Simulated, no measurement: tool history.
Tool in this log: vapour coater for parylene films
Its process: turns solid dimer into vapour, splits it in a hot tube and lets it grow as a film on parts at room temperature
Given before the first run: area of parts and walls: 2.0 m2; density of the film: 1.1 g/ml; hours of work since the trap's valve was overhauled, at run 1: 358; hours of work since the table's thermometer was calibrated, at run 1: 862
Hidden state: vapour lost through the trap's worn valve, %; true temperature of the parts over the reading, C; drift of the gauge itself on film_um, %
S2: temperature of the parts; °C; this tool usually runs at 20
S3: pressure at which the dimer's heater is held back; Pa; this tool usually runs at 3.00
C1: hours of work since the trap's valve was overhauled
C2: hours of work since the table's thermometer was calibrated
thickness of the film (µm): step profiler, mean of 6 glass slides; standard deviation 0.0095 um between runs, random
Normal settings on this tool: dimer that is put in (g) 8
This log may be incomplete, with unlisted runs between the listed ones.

Run 1, day 0.000: usual settings; C1 358; C2 862. Result: thickness of the film (µm) 2.211.
Run 2, day 1.612: usual settings; C1 385; C2 889. Result: thickness of the film (µm) 2.175.
At day 1.925: table's thermometer calibrated.
Run 3, day 3.275: usual settings; C1 412; C2 23. Result: thickness of the film (µm) 2.139.
Run 4, day 6.150: usual settings but dimer that is put in (g) 4; C1 460; C2 70. Result: thickness of the film (µm) 1.072.
Run 5, day 8.979: usual settings but dimer that is put in (g) 4; C1 507; C2 117. Result: thickness of the film (µm) 1.050.
Run 6, day 10.400: usual settings; C1 531; C2 141. Result: thickness of the film (µm) 2.120.
At day 11.567: trap's valve overhauled.
Run 7, day 13.900: usual settings; C1 39; C2 196. Result: thickness of the film (µm) 2.231.
Run 8, day 16.754: usual settings; C1 86; C2 244. Result: thickness of the film (µm) 2.218.
Run 9, day 18.342: usual settings; C1 113; C2 270. Result: thickness of the film (µm) 2.215.
Run 10, day 19.783: usual settings but S2 17 °C; C1 137; C2 294. Result: thickness of the film (µm) 2.411.
Run 11, day 21.658: usual settings but S2 17 °C, S3 6.89 Pa; C1 168; C2 326. Result: thickness of the film (µm) 2.278.
Run 12, day 24.750: usual settings but S2 17 °C, S3 6.89 Pa; C1 219; C2 377. Result: thickness of the film (µm) 2.278.
Run 13, day 26.638: usual settings but S3 4.68 Pa; C1 251; C2 408. Result: thickness of the film (µm) 2.142.
Run 14, day 29.521: usual settings; C1 299; C2 456. Result: thickness of the film (µm) 2.232.
Run 15, day 32.683: usual settings but S3 8.12 Pa; C1 351; C2 509. Result: thickness of the film (µm) 2.054.
Run 16, day 35.004: usual settings but S3 8.12 Pa; C1 390; C2 548. Result: thickness of the film (µm) 2.048.
Run 17, day 37.825: usual settings but S3 6.62 Pa; C1 437; C2 595. Result: thickness of the film (µm) 2.055.
Run 18, day 39.938: usual settings; C1 472; C2 630. Result: thickness of the film (µm) 2.160.
Run 19, day 42.742: usual settings but dimer that is put in (g) 7; C1 519; C2 676. Result: thickness of the film (µm) 1.860.
At day 44.438: trap's valve overhauled.
Run 20, day 44.438: usual settings; C1 0; C2 702. Result: thickness of the film (µm) 2.286.
Run 21, day 46.083: usual settings; C1 27; C2 729. Result: thickness of the film (µm) 2.290.
Run 22, day 48.117: usual settings; C1 61; C2 763. Result: thickness of the film (µm) 2.285.
Run 23, day 50.958: usual settings but S2 18 °C, S3 10.24 Pa; C1 109; C2 810. Result: thickness of the film (µm) 2.208.
Run 24, day 54.100: usual settings but S2 28 °C, S3 8.87 Pa; C1 161; C2 863. Result: thickness of the film (µm) 1.682.
At day 56.033: table's thermometer calibrated.
Run 25, day 57.229: usual settings but S2 15 °C, S3 11.32 Pa; C1 212; C2 20. Result: thickness of the film (µm) 2.356.
Run 26, day 59.400: usual settings but S2 15 °C, S3 11.32 Pa; C1 248; C2 56. Result: thickness of the film (µm) 2.331.
Run 27, day 60.842: usual settings but S2 15 °C, S3 11.32 Pa; C1 272; C2 80. Result: thickness of the film (µm) 2.340.
Run 28, day 63.775: usual settings but dimer that is put in (g) 14, S2 32 °C, S3 7.94 Pa; C1 321; C2 129. Result: thickness of the film (µm) 2.598.
Run 29, day 66.546: usual settings but dimer that is put in (g) 14, S2 32 °C, S3 7.94 Pa; C1 367; C2 175. Result: thickness of the film (µm) 2.593.
Run 30, day 69.088: usual settings but dimer that is put in (g) 10, S2 14 °C, S3 7.94 Pa; C1 410; C2 217. Result: thickness of the film (µm) 3.022.
Run 31, day 72.121: usual settings but dimer that is put in (g) 10, S2 14 °C, S3 7.94 Pa; C1 460; C2 268. Result: thickness of the film (µm) 3.011.
Run 32, day 74.758: usual settings but dimer that is put in (g) 10, S2 14 °C, S3 7.94 Pa; C1 504; C2 312. Result: thickness of the film (µm) 2.997.
At day 77.342: trap's valve overhauled.
Run 33, day 77.842: usual settings but dimer that is put in (g) 10, S2 14 °C, S3 7.94 Pa; C1 8; C2 360. Result: thickness of the film (µm) 3.174.
Run 34, day 80.708: usual settings but dimer that is put in (g) 10, S2 14 °C, S3 7.94 Pa; C1 56; C2 408. Result: thickness of the film (µm) 3.176.
Run 35, day 83.429: usual settings but S2 28 °C, S3 10.62 Pa; C1 101; C2 453. Result: thickness of the film (µm) 1.676.

Forecast run 36:
Run 36, day 85.171: usual settings but S2 28 °C, S3 10.62 Pa; C1 130; C2 482. Result: thickness of the film (µm) ?.

thickness of the film (µm): 1.672
Without the tool's hidden state the same run would have given thickness of the film (µm) 1.677.
